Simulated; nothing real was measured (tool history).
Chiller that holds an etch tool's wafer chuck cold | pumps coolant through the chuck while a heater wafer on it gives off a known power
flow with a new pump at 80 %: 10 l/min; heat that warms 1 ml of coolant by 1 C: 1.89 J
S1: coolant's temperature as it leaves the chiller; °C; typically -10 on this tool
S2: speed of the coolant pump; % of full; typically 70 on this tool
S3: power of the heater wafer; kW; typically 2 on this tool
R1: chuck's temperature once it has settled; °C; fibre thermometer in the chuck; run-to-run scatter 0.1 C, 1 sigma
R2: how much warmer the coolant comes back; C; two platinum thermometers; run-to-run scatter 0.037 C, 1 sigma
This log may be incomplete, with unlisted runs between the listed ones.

run 1 hour=0 | S1=-10 S2=70 S3=2 | R1=5 R2=7.32
run 2 hour=101.8 | S1=-10 S2=70 S3=2 | R1=5.1 R2=7.3
run 3 hour=162.7 | S1=-10 S2=70 S3=2 | R1=5 R2=7.26
run 4 hour=248.9 | S1=-10 S2=70 S3=2 | R1=5.1 R2=7.23
run 5 hour=342.9 | S1=-10 S2=70 S3=2 | R1=4.9 R2=7.24
run 6 hour=415.5 | S1=-10 S2=70 S3=2 | R1=4.9 R2=7.22
run 7 hour=533.9 | S1=-10 S2=70 S3=2 | R1=5.1 R2=7.15
run 8 hour=641.3 | S1=-10 S2=70 S3=2 | R1=5.2 R2=7.16
run 9 hour=762.2 | S1=-13 S2=89 S3=1.412 | R1=-3.9 R2=3.73
run 10 hour=853.2 | S1=-10 S2=87 S3=1.936 | R1=2.7 R2=5.34
run 11 hour=924.7 | S1=-10 S2=87 S3=1.936 | R1=2.6 R2=5.33
run 12 hour=1028.9 | S1=-6 S2=87 S3=2.004 | R1=7 R2=5.55
run 13 hour=1136 | S1=-6 S2=87 S3=2.004 | R1=7.2 R2=5.78
run 14 hour=1217.5 | S1=-10 S2=69 S3=2 | R1=5.2 R2=7.48
run 15 hour=1336.8 | S1=-3 S2=93 S3=1.668 | R1=7.5 R2=4.39

Put back what was entered between runs (1 entry, withheld): which listed runs does each sit between, and how does the hidden state differ from the listed run before to the listed run after?
Runs 12 to 13: gauge calibrated (hour 1096.7)
  drift of the gauge itself on warmer_back_c, C: -0.29 -> -0.01
  measured less the result without the state, R2: -0.29 -> -0.01 C

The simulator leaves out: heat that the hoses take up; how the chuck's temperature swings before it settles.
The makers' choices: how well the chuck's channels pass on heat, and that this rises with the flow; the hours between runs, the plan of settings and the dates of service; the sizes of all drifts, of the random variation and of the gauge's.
